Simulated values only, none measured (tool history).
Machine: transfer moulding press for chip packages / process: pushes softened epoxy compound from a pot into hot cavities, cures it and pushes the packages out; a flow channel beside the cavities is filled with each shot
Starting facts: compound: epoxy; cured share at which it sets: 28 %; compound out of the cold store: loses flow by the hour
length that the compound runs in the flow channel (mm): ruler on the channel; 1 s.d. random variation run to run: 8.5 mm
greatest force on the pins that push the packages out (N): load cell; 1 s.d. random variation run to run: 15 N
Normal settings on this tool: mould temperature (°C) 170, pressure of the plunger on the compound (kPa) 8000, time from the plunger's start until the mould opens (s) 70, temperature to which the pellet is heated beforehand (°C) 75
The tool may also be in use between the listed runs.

run	hour	mould temperature (°C)	pressure of the plunger on the compound (kPa)	time from the plunger's start until the mould opens (s)	temperature to which the pellet is heated beforehand (°C)	incoming compound's hours out of the cold store	length that the compound runs in the flow channel (mm)	greatest force on the pins that push the packages out (N)
1	0.0	170	8000	70	75	11.8	988	1027
2	55.7	170	8000	70	75	16.9	950	1382
# hour 64.0: cavities cleaned with cleaning compound and waxed
3	103.9	170	8000	70	75	13.9	937	1635
# hour 129.0: mould's thermocouples calibrated
# hour 135.7: cavities cleaned with cleaning compound and waxed
4	193.8	170	8000	70	75	38.1	850	1310
# hour 207.0: cavities cleaned with cleaning compound and waxed
5	241.4	170	8000	70	75	41.8	814	1160
# hour 273.7: cavities cleaned with cleaning compound and waxed, once more
6	332.0	170	8000	70	75	20.4	871	1346
# hour 343.2: cavities cleaned with cleaning compound and waxed
7	391.0	170	8000	70	75	19.0	845	1327
# hour 406.0: plunger's sealing rings changed
# hour 418.6: cavities cleaned with cleaning compound and waxed
8	444.0	170	8000	70	75	20.7	941	1245
# hour 487.8: cavities cleaned with cleaning compound and waxed
9	521.4	170	8000	70	75	26.1	890	1201
# hour 561.5: cavities cleaned with cleaning compound and waxed
10	575.7	170	8000	70	75	23.8	905	967
11	612.3	170	8000	70	75	12.7	915	1402
# hour 635.7: cavities cleaned with cleaning compound and waxed
# hour 706.3: cavities cleaned with cleaning compound and waxed
12	706.3	170	8000	70	75	46.3	795	709
# hour 776.0: cavities cleaned with cleaning compound and waxed
13	797.2	170	8000	70	75	18.3	847	1076

Estimate the outcome of run 14 from the log above:
# hour 825.2: plunger's sealing rings changed
14	844.2	170	8000	70	75	13.0	?	?

{"run 14": {"length that the compound runs in the flow channel (mm)": 985, "greatest force on the pins that push the packages out (N)": 1470}}
Had the tool carried no hidden state, the very same run would have given length that the compound runs in the flow channel (mm) 987, greatest force on the pins that push the packages out (N) 692.
